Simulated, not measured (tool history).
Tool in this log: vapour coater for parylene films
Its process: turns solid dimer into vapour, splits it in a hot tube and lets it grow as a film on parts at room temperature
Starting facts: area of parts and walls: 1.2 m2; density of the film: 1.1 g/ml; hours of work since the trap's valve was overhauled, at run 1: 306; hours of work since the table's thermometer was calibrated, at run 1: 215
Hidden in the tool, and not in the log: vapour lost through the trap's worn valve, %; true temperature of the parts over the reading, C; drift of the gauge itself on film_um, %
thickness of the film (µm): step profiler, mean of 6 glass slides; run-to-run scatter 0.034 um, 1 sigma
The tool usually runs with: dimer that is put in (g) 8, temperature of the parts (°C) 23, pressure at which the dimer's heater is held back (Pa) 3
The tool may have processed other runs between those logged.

run     day  dimer that is put in (g)  temperature of the parts (°C)  pressure at which the dimer's heater is held back (Pa)  hours of work since the trap's valve was overhauled  hours of work since the table's thermometer was calibrated  thickness of the film (µm)
  1       0                         8                             23                                                       3                                                  306                                                         215                        3.11
  2   2.862                         8                             16                                                       3                                                  347                                                         256                        3.69
  3   5.575                         8                             23                                                    9.39                                                  386                                                         295                         2.4
      6.229  -- trap's valve overhauled
  4   6.975                         8                             23                                                    9.39                                                   11                                                         312                        2.19
  5   8.654                         8                             23                                                    9.39                                                   35                                                         336                        2.18
  6  10.992                         8                             23                                                    9.39                                                   68                                                         370                        2.13
  7  13.262                         8                             23                                                    9.39                                                  101                                                         402                        2.12
  8  15.846                         8                             23                                                    9.39                                                  138                                                         439                        2.06
  9  17.908                        12                             28                                                    6.73                                                  167                                                         469                        2.86
 10  20.321                         5                             28                                                    6.73                                                  202                                                         503                        1.17
 11  21.625                         5                             28                                                    6.73                                                  221                                                         522                        1.16
     23.321  -- trap's valve overhauled, once more
 12  24.617                         5                             28                                                    6.73                                                   19                                                         563                        1.58
 13  27.392                         5                             30                                                    3.73                                                   58                                                         602                        1.62
 14  29.667                         5                             30                                                    3.73                                                   91                                                         635                        1.65
 15  31.462                         5                             25                                                    3.58                                                  117                                                         661                         1.9

Each row is a separate what-if for the run after 15, all from the same tool condition, not one after another. Results?
  A  33.488                         8                             18                                                       3                                                  146                                                         690                           ?
  B  33.488                        12                             25                                                    8.76                                                  146                                                         690                           ?
  C  33.488                         5                             19                                                    6.17                                                  146                                                         690                           ?

run  thickness of the film (µm)
  A                        3.83
  B                        3.78
  C                        2.01
With the hidden condition removed and each run's random variation left untouched, the same runs would have given:
run  thickness of the film (µm)
  A                        3.99
  B                        3.95
  C                         2.1
